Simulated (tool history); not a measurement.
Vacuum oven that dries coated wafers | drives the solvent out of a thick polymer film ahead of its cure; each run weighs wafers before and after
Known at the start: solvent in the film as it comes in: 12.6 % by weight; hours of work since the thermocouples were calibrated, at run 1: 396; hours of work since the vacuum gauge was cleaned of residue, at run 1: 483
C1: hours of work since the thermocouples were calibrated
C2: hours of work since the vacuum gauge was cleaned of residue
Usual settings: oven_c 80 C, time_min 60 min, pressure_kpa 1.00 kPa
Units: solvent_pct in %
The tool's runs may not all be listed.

{"run": 1, "day": 0.0, "oven_c": 80, "time_min": 60, "pressure_kpa": 1.0, "C1": 396, "C2": 483, "solvent_pct": 0.9}
{"run": 2, "day": 1.542, "oven_c": 80, "time_min": 60, "pressure_kpa": 1.0, "C1": 413, "C2": 500, "solvent_pct": 0.8}
{"run": 3, "day": 3.771, "oven_c": 80, "time_min": 60, "pressure_kpa": 1.0, "C1": 437, "C2": 524, "solvent_pct": 0.81}
{"run": 4, "day": 5.458, "oven_c": 80, "time_min": 60, "pressure_kpa": 1.0, "C1": 455, "C2": 542, "solvent_pct": 0.82}
{"run": 5, "day": 7.312, "oven_c": 80, "time_min": 60, "pressure_kpa": 1.0, "C1": 475, "C2": 562, "solvent_pct": 0.76}
{"run": 6, "day": 9.758, "oven_c": 80, "time_min": 60, "pressure_kpa": 3.44, "C1": 501, "C2": 588, "solvent_pct": 1.59}
{"run": 7, "day": 12.138, "oven_c": 80, "time_min": 60, "pressure_kpa": 3.44, "C1": 526, "C2": 613, "solvent_pct": 1.73}
{"run": 8, "day": 14.35, "oven_c": 80, "time_min": 60, "pressure_kpa": 3.44, "C1": 550, "C2": 637, "solvent_pct": 1.62}
{"run": 9, "day": 15.592, "oven_c": 80, "time_min": 60, "pressure_kpa": 1.0, "C1": 563, "C2": 650, "solvent_pct": 0.83}
{"run": 10, "day": 16.829, "oven_c": 80, "time_min": 60, "pressure_kpa": 1.0, "C1": 577, "C2": 664, "solvent_pct": 0.86}
{"run": 11, "day": 17.85, "oven_c": 80, "time_min": 60, "pressure_kpa": 1.0, "C1": 587, "C2": 675, "solvent_pct": 0.83}
{"run": 12, "day": 20.079, "oven_c": 80, "time_min": 60, "pressure_kpa": 1.0, "C1": 611, "C2": 698, "solvent_pct": 0.82}
{"run": 13, "day": 22.5, "oven_c": 80, "time_min": 60, "pressure_kpa": 1.0, "C1": 637, "C2": 724, "solvent_pct": 0.92}
{"run": 14, "day": 24.454, "oven_c": 80, "time_min": 60, "pressure_kpa": 1.01, "C1": 658, "C2": 745, "solvent_pct": 0.93}
{"run": 15, "day": 25.65, "oven_c": 78, "time_min": 50, "pressure_kpa": 3.35, "C1": 671, "C2": 758, "solvent_pct": 2.06}
{"run": 16, "day": 26.788, "oven_c": 77, "time_min": 60, "pressure_kpa": 3.55, "C1": 683, "C2": 770, "solvent_pct": 2.01}
{"run": 17, "day": 28.867, "oven_c": 71, "time_min": 56, "pressure_kpa": 1.79, "C1": 706, "C2": 793, "solvent_pct": 2.29}
{"run": 18, "day": 31.204, "oven_c": 71, "time_min": 56, "pressure_kpa": 1.79, "C1": 731, "C2": 818, "solvent_pct": 2.37}
{"run": 19, "day": 33.646, "oven_c": 71, "time_min": 56, "pressure_kpa": 1.79, "C1": 757, "C2": 844, "solvent_pct": 2.36}
{"run": 20, "day": 36.092, "oven_c": 80, "time_min": 54, "pressure_kpa": 1.63, "C1": 783, "C2": 870, "solvent_pct": 1.38}
{"run": 21, "day": 37.779, "oven_c": 80, "time_min": 60, "pressure_kpa": 1.97, "C1": 801, "C2": 888, "solvent_pct": 1.22}
{"run": 22, "day": 39.517, "oven_c": 92, "time_min": 55, "pressure_kpa": 0.63, "C1": 820, "C2": 907, "solvent_pct": 0.33}
{"run": 23, "day": 41.125, "oven_c": 92, "time_min": 55, "pressure_kpa": 0.63, "C1": 837, "C2": 924, "solvent_pct": 0.27}
{"run": 24, "day": 42.333, "oven_c": 92, "time_min": 55, "pressure_kpa": 0.63, "C1": 850, "C2": 937, "solvent_pct": 0.35}
{"run": 25, "day": 43.8, "oven_c": 73, "time_min": 106, "pressure_kpa": 2.92, "C1": 866, "C2": 953, "solvent_pct": 1.69}
{"run": 26, "day": 44.938, "oven_c": 78, "time_min": 106, "pressure_kpa": 2.9, "C1": 878, "C2": 965, "solvent_pct": 1.34}
{"run": 27, "day": 46.104, "oven_c": 82, "time_min": 97, "pressure_kpa": 1.99, "C1": 890, "C2": 977, "solvent_pct": 0.91}

4 ways to go on from here, each from the tool as it stands after run 27. What would each give?
{"run": "A", "day": 48.5, "oven_c": 82, "time_min": 97, "pressure_kpa": 1.99, "C1": 916, "C2": 1003, "solvent_pct": "?"}
{"run": "B", "day": 48.5, "oven_c": 80, "time_min": 43, "pressure_kpa": 1.51, "C1": 916, "C2": 1003, "solvent_pct": "?"}
{"run": "C", "day": 48.5, "oven_c": 68, "time_min": 81, "pressure_kpa": 3.44, "C1": 916, "C2": 1003, "solvent_pct": "?"}
{"run": "D", "day": 48.5, "oven_c": 80, "time_min": 74, "pressure_kpa": 0.53, "C1": 916, "C2": 1003, "solvent_pct": "?"}

run=A solvent_pct=0.83
run=B solvent_pct=1.75
run=C solvent_pct=2.96
run=D solvent_pct=0.50
Without the tool's hidden state the same runs would have given:
run=A solvent_pct=0.64
run=B solvent_pct=1.47
run=C solvent_pct=2.53
run=D solvent_pct=0.30
